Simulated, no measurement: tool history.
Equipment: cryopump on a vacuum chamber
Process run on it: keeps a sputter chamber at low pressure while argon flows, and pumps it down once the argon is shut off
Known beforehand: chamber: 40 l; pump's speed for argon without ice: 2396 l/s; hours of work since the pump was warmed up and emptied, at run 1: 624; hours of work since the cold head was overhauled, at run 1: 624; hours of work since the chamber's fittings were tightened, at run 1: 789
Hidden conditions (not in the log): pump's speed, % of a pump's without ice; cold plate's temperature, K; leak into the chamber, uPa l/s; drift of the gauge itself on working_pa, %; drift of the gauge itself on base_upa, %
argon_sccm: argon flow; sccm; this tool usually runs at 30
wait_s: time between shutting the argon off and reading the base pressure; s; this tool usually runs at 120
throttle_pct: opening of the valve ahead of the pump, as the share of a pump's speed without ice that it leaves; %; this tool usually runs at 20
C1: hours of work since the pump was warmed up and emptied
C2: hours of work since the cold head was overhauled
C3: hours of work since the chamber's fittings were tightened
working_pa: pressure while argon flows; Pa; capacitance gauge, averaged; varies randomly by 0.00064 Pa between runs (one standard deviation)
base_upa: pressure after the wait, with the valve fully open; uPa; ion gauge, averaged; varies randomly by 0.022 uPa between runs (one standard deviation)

run 1 hour=0 | argon_sccm=30 wait_s=120 throttle_pct=20 | C1=624 C2=624 C3=789 | working_pa=0.1081 base_upa=1.34
run 2 hour=22.9 | argon_sccm=30 wait_s=138 throttle_pct=20 | C1=639 C2=639 C3=804 | working_pa=0.1095 base_upa=1.28
run 3 hour=38 | argon_sccm=21 wait_s=138 throttle_pct=20 | C1=649 C2=649 C3=814 | working_pa=0.0755 base_upa=1.32
run 4 hour=60.6 | argon_sccm=30 wait_s=120 throttle_pct=36 | C1=664 C2=664 C3=828 | working_pa=0.0619 base_upa=1.43
run 5 hour=89.3 | argon_sccm=30 wait_s=120 throttle_pct=19 | C1=682 C2=682 C3=847 | working_pa=0.1148 base_upa=1.46
run 6 hour=104.9 | argon_sccm=30 wait_s=120 throttle_pct=20 | C1=692 C2=692 C3=857 | working_pa=0.1099 base_upa=1.42
run 7 hour=123.5 | argon_sccm=30 wait_s=120 throttle_pct=20 | C1=705 C2=705 C3=869 | working_pa=0.1086 base_upa=1.41
run 8 hour=147.7 | argon_sccm=30 wait_s=120 throttle_pct=20 | C1=720 C2=720 C3=885 | working_pa=0.1103 base_upa=1.41
run 9 hour=169.9 | argon_sccm=21 wait_s=120 throttle_pct=56 | C1=735 C2=735 C3=899 | working_pa=0.0292 base_upa=1.45
-- hour=192.6 pump warmed up, emptied and cooled again
run 10 hour=196.7 | argon_sccm=35 wait_s=21 throttle_pct=26 | C1=3 C2=749 C3=914 | working_pa=0.0966 base_upa=3.62
run 11 hour=214.4 | argon_sccm=28 wait_s=27 throttle_pct=16 | C1=14 C2=760 C3=925 | working_pa=0.1252 base_upa=3.06
run 12 hour=235.4 | argon_sccm=28 wait_s=27 throttle_pct=16 | C1=28 C2=774 C3=939 | working_pa=0.1259 base_upa=3.03
run 13 hour=265.4 | argon_sccm=28 wait_s=27 throttle_pct=16 | C1=47 C2=793 C3=958 | working_pa=0.123 base_upa=3.02
run 14 hour=279.9 | argon_sccm=30 wait_s=120 throttle_pct=43 | C1=57 C2=803 C3=967 | working_pa=0.0508 base_upa=1.46
run 15 hour=304.6 | argon_sccm=30 wait_s=120 throttle_pct=43 | C1=73 C2=819 C3=983 | working_pa=0.0506 base_upa=1.41

Below are 3 alternative next runs, each starting from the tool's condition after run 15. Predict each:
run A hour=324.6 | argon_sccm=28 wait_s=120 throttle_pct=37 | C1=86 C2=832 C3=996 | working_pa=? base_upa=?
run B hour=324.6 | argon_sccm=30 wait_s=120 throttle_pct=54 | C1=86 C2=832 C3=996 | working_pa=? base_upa=?
run C hour=324.6 | argon_sccm=24 wait_s=218 throttle_pct=51 | C1=86 C2=832 C3=996 | working_pa=? base_upa=?

run=A working_pa=0.0536 base_upa=1.41
run=B working_pa=0.0403 base_upa=1.41
run=C working_pa=0.0335 base_upa=1.21
With no hidden state in the tool, these same runs would have given:
run=A working_pa=0.0528 base_upa=0.58
run=B working_pa=0.0394 base_upa=0.59
run=C working_pa=0.0328 base_upa=0.38
